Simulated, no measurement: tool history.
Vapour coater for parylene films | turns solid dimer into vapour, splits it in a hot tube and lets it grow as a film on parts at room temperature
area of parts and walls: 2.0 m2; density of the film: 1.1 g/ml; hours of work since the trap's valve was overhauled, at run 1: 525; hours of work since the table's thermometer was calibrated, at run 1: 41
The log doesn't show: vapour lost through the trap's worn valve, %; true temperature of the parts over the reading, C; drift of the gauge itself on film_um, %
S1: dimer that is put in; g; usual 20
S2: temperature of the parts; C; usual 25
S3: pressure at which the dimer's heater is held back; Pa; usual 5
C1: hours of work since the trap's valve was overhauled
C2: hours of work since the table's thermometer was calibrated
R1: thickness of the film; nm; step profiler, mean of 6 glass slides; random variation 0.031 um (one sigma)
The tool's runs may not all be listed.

run 1 hour=0 | S1=20 S2=25 S3=5 | C1=525 C2=41 | R1=5570
-- hour=39.3 trap's valve overhauled
run 2 hour=39.3 | S1=20 S2=25 S3=5 | C1=0 C2=60 | R1=5510
run 3 hour=95.6 | S1=20 S2=25 S3=5 | C1=31 C2=91 | R1=5540
run 4 hour=150.7 | S1=20 S2=25 S3=2.19 | C1=61 C2=121 | R1=6110
run 5 hour=206.1 | S1=20 S2=25 S3=5 | C1=91 C2=151 | R1=5530
run 6 hour=260.5 | S1=20 S2=25 S3=5 | C1=121 C2=181 | R1=5480
run 7 hour=311.7 | S1=20 S2=27 S3=5 | C1=148 C2=209 | R1=5040
run 8 hour=359.8 | S1=20 S2=27 S3=5 | C1=175 C2=235 | R1=5030
run 9 hour=425.8 | S1=20 S2=27 S3=5 | C1=211 C2=271 | R1=5070
run 10 hour=492.3 | S1=20 S2=27 S3=5 | C1=247 C2=307 | R1=5050
run 11 hour=561 | S1=9 S2=20 S3=5 | C1=284 C2=345 | R1=3180
run 12 hour=624.6 | S1=10 S2=22 S3=5 | C1=319 C2=379 | R1=3210
run 13 hour=680.9 | S1=14 S2=22 S3=5 | C1=350 C2=410 | R1=4480
run 14 hour=756.5 | S1=12 S2=20 S3=6.06 | C1=391 C2=451 | R1=4140
run 15 hour=803.5 | S1=12 S2=25 S3=5 | C1=416 C2=477 | R1=3310
run 16 hour=837.9 | S1=12 S2=25 S3=5 | C1=435 C2=496 | R1=3310
run 17 hour=908.5 | S1=17 S2=29 S3=2.05 | C1=474 C2=534 | R1=4320
run 18 hour=970.5 | S1=17 S2=29 S3=2.05 | C1=507 C2=568 | R1=4320

5 ways to go on from here, each from the tool as it stands after run 18. What would each give?
run A hour=1004.8 | S1=13 S2=25 S3=2.2 | C1=526 C2=586 | R1=?
run B hour=1004.8 | S1=20 S2=30 S3=5 | C1=526 C2=586 | R1=?
run C hour=1004.8 | S1=8 S2=29 S3=3.87 | C1=526 C2=586 | R1=?
run D hour=1004.8 | S1=10 S2=20 S3=11.57 | C1=526 C2=586 | R1=?
run E hour=1004.8 | S1=17 S2=28 S3=2.05 | C1=526 C2=586 | R1=?

run=A R1=3990
run=B R1=4330
run=C R1=1890
run=D R1=3110
run=E R1=4520
Without the tool's hidden state the same runs would have given:
run=A R1=4010
run=B R1=4350
run=C R1=1900
run=D R1=3130
run=E R1=4540

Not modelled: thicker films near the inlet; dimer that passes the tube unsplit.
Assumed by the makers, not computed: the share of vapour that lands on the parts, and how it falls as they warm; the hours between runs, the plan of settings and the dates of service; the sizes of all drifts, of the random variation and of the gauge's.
